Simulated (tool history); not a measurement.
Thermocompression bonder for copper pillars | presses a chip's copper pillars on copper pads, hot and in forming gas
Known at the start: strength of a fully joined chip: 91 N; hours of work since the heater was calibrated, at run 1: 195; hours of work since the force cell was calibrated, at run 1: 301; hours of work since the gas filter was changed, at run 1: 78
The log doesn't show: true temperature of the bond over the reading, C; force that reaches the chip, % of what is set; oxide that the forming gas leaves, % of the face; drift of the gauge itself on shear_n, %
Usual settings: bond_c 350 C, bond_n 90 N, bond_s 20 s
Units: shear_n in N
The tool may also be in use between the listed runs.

run     day  bond_c  bond_n  bond_s  hours of work since the heater was calibrated  hours of work since the force cell was calibrated  hours of work since the gas filter was changed  shear_n
  1   0.000     350      90      20                                            195                                                301                                              78     59.8
  2   0.429     350      90      20                                            202                                                308                                              85     59.0
  3   1.062     350      90      20                                            213                                                318                                              95     60.0
  4   2.004     350      90      20                                            228                                                333                                             110     60.2
  5   2.971     373      90      20                                            243                                                349                                             126     69.3
  6   3.608     350      90      20                                            254                                                359                                             136     60.2
  7   4.433     350      90      20                                            267                                                373                                             150     59.9
  8   4.938     350      90      20                                            275                                                381                                             158     59.4
  9   5.862     350      63      20                                            290                                                396                                             173     50.6
 10   6.300     350      63      20                                            297                                                403                                             180     51.2
 11   7.233     350      63      20                                            313                                                418                                             195     51.1
 12   7.992     350      90      20                                            325                                                430                                             207     60.2
 13   8.629     350      90      20                                            335                                                440                                             218     59.7
 14   9.396     343      90      20                                            348                                                453                                             230     56.4
      9.533  -- heater calibrated with a thermocouple chip
 15  10.142     324      90      20                                             10                                                464                                             241     50.1
 16  10.608     324      90      20                                             17                                                471                                             248     49.6
 17  11.238     324      90      20                                             28                                                481                                             259     49.5
 18  12.246     324      90      20                                             44                                                498                                             275     49.0
 19  13.267     324      90      20                                             60                                                514                                             291     49.5
     13.950  -- heater calibrated with a thermocouple chip, once more
 20  14.183     369      68      41                                              4                                                528                                             305     69.6
 21  15.175     324      90      20                                             20                                                544                                             321     44.2
 22  15.908     350     129      13                                             32                                                556                                             333     58.9
 23  16.617     366      87      20                                             43                                                567                                             344     63.2
 24  17.171     366     133      48                                             52                                                576                                             353     80.9
 25  17.796     366     133      48                                             62                                                586                                             363     81.2
 26  18.517     365      90      20                                             74                                                598                                             375     62.5
 27  19.162     365      90      20                                             84                                                608                                             385     63.9
 28  20.125     365      90      20                                            100                                                624                                             401     63.5
 29  20.871     360      71      29                                            112                                                636                                             413     61.6

Forecast each of these 3 alternatives for the next run:
  A  21.712     365      77      33                                            126                                                650                                             427        ?
  B  21.712     360      71      55                                            126                                                650                                             427        ?
  C  21.712     356      90      29                                            126                                                650                                             427        ?

run  shear_n
  A     67.9
  B     70.4
  C     64.9
Without the tool's hidden state the same runs would have given:
run  shear_n
  A     70.1
  B     73.0
  C     66.9
